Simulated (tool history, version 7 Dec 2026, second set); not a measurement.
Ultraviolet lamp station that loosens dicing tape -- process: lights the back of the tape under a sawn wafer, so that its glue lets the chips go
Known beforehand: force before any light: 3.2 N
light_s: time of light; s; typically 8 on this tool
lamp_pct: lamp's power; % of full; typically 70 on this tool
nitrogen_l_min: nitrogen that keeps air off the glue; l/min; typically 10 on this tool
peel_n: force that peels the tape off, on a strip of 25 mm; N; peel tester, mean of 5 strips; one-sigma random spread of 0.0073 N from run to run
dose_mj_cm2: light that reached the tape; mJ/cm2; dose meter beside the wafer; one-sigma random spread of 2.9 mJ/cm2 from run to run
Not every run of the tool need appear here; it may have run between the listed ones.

Run 1, hour 0: usual settings. Result: peel_n 0.332 N, dose_mj_cm2 347 mJ/cm2.
Run 2, hour 4: usual settings. Result: peel_n 0.347 N, dose_mj_cm2 339 mJ/cm2.
Run 3, hour 11.9: usual settings but lamp_pct 61 % of full. Result: peel_n 0.414 N, dose_mj_cm2 300 mJ/cm2.
Run 4, hour 20.1: usual settings but lamp_pct 81 % of full. Result: peel_n 0.274 N, dose_mj_cm2 395 mJ/cm2.
Run 5, hour 25.4: usual settings but lamp_pct 81 % of full. Result: peel_n 0.277 N, dose_mj_cm2 394 mJ/cm2.
Run 6, hour 29.4: usual settings. Result: peel_n 0.33 N, dose_mj_cm2 337 mJ/cm2.
Run 7, hour 38.8: usual settings but nitrogen_l_min 11 l/min. Result: peel_n 0.333 N, dose_mj_cm2 339 mJ/cm2.
Run 8, hour 44: usual settings. Result: peel_n 0.335 N, dose_mj_cm2 337 mJ/cm2.
Run 9, hour 50.1: usual settings. Result: peel_n 0.348 N, dose_mj_cm2 336 mJ/cm2.
Run 10, hour 54.3: usual settings. Result: peel_n 0.348 N, dose_mj_cm2 332 mJ/cm2.
Run 11, hour 60.9: usual settings but light_s 6 s, lamp_pct 90 % of full, nitrogen_l_min 18 l/min. Result: peel_n 0.277 N, dose_mj_cm2 328 mJ/cm2.
Run 12, hour 70: usual settings but light_s 5 s, lamp_pct 95 % of full, nitrogen_l_min 5 l/min. Result: peel_n 0.637 N, dose_mj_cm2 282 mJ/cm2.
At hour 77.9: window cleaned of glue's vapour.
Run 13, hour 78.1: usual settings but light_s 16 s, lamp_pct 72 % of full, nitrogen_l_min 20 l/min. Result: peel_n 0.181 N, dose_mj_cm2 804 mJ/cm2.
Run 14, hour 84.3: usual settings but light_s 16 s, lamp_pct 72 % of full, nitrogen_l_min 20 l/min. Result: peel_n 0.189 N, dose_mj_cm2 800 mJ/cm2.
Run 15, hour 90.1: usual settings but light_s 5 s, nitrogen_l_min 17 l/min. Result: peel_n 0.428 N, dose_mj_cm2 241 mJ/cm2.
Run 16, hour 96.5: usual settings but light_s 10 s, lamp_pct 62 % of full, nitrogen_l_min 18 l/min. Result: peel_n 0.219 N, dose_mj_cm2 426 mJ/cm2.
Run 17, hour 105.3: usual settings but light_s 10 s, lamp_pct 62 % of full, nitrogen_l_min 18 l/min. Result: peel_n 0.214 N, dose_mj_cm2 427 mJ/cm2.
Run 18, hour 110.2: usual settings but light_s 11 s, lamp_pct 86 % of full, nitrogen_l_min 16 l/min. Result: peel_n 0.182 N, dose_mj_cm2 649 mJ/cm2.
Run 19, hour 114.8: usual settings but light_s 6 s, lamp_pct 86 % of full, nitrogen_l_min 3 l/min. Result: peel_n 0.595 N, dose_mj_cm2 360 mJ/cm2.

What if the next run were any one of these 3? Each begins from the tool's condition after run 19:
Run A, hour 122.6: usual settings but light_s 4 s, nitrogen_l_min 6 l/min. Result: peel_n ?, dose_mj_cm2 ?.
Run B, hour 122.6: usual settings but lamp_pct 71 % of full. Result: peel_n ?, dose_mj_cm2 ?.
Run C, hour 122.6: usual settings. Result: peel_n ?, dose_mj_cm2 ?.

run  peel_n  dose_mj_cm2
  A   0.924          190
  B   0.282          385
  C   0.269          383
Had the tool no hidden state, the same runs would have come out as:
run  peel_n  dose_mj_cm2
  A   0.855          203
  B   0.262          412
  C   0.248          410

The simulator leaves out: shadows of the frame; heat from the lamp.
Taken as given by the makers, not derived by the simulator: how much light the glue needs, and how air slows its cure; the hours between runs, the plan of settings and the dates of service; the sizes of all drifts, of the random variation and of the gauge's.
